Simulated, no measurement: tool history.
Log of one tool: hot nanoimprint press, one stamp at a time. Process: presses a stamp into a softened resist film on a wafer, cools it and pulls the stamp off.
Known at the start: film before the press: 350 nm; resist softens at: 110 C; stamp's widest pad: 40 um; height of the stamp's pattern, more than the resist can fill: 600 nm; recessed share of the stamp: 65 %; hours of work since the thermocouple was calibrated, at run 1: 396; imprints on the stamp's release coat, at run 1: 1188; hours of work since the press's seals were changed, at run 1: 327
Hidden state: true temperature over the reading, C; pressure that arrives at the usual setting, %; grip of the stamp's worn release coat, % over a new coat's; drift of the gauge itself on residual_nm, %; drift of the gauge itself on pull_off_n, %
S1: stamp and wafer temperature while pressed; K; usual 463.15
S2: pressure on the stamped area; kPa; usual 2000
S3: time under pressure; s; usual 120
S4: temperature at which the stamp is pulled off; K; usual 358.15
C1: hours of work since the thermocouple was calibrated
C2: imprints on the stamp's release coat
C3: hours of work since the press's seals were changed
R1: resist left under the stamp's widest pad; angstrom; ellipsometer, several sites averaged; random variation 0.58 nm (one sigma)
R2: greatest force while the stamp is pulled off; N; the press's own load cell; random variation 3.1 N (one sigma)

run   hour      S1    S2   S3      S4   C1    C2   C3    R1   R2
  1      0  463.15  2000  120  358.15  396  1188  327  1561  225
  2   26.8  463.15  2000  120  358.15  410  1231  341  1575  237
  3   65.4  463.15  2000  120  358.15  431  1294  362  1566  247
      79.9  -- plate thermocouple calibrated
      88.5  -- stamp cleaned and given a new release coat
  4  119.2  463.15  1340  120  358.15   18    50  387  2020  151
  5  153.2  463.15  2000  120  358.15   37   106  405  1620  151
  6  172.7  463.15  2000  120  351.15   47   138  416  1630  163
  7  202.5  463.15  2000  120  351.15   63   186  432  1614  170
  8  228.3  463.15  2000  120  351.15   77   228  446  1624  171
  9  259.1  463.15  2000  120  351.15   94   279  463  1615  179
 10  295.1  463.15  2000  120  351.15  114   337  482  1612  172
 11    339  463.15  2000  153  351.15  137   409  506  1484  182
 12  383.4  463.15  2000  153  351.15  162   481  530  1484  184
 13  427.8  463.15  2000  120  358.15  186   554  554  1612  179
 14  448.9  463.15  2000  223  358.15  197   588  566  1318  190
 15  489.3  463.15  2000  223  358.15  219   654  588  1319  194
 16  528.4  467.15  2420  120  345.15  240   718  609  1317  214
 17  553.7  467.15  2420  120  345.15  254   759  623  1321  227
 18  596.6  467.15  2420  120  345.15  277   829  646  1312  216
 19  616.5  467.15  2420  120  345.15  288   861  657  1311  227
 20  648.9  467.15  2420  120  345.15  306   914  674  1308  237
 21  672.4  463.15  1540  143  343.15  319   953  687  1734  238
 22  696.2  468.15  1950  143  343.15  331   991  700  1365  241
 23  743.3  456.15  1270   74  344.15  357  1068  726  2562  241
 24  788.4  456.15  1270  111  350.15  382  1142  750  2302  244
 25  811.5  455.15  1270  111  350.15  394  1179  763  2369  240
 26  855.3  459.15  1270  111  359.15  418  1251  786  2204  234
       897  -- plate thermocouple calibrated
 27  897.3  459.15  1270  111  359.15    0  1314  808  2293  237
     906.5  -- stamp cleaned and given a new release coat
 28  936.6  459.15  1270  111  359.15   18    49  826  2294  148
 29  968.6  463.15  2000   73  358.15   36   101  843  1929  157

Some steps in R1 between neighbouring runs. How much of each would the tool show without its hidden state too (settings, what came in, random variation), and how much is left for the hidden state, with any gauge scatter that isn't in both results?
Run 3 -> 4: S2 2000 -> 1340, plate thermocouple calibrated, stamp cleaned and given a new release coat. R1 +454 angstrom: hidden state +59, all else +395.
Run 22 -> 23: S1 468.15 -> 456.15, S2 1950 -> 1270, S3 143 -> 74, S4 343.15 -> 344.15. R1 +1197 angstrom: hidden state -25, all else +1222.
Run 26 -> 27: plate thermocouple calibrated. R1 +89 angstrom: hidden state +91, all else -2.
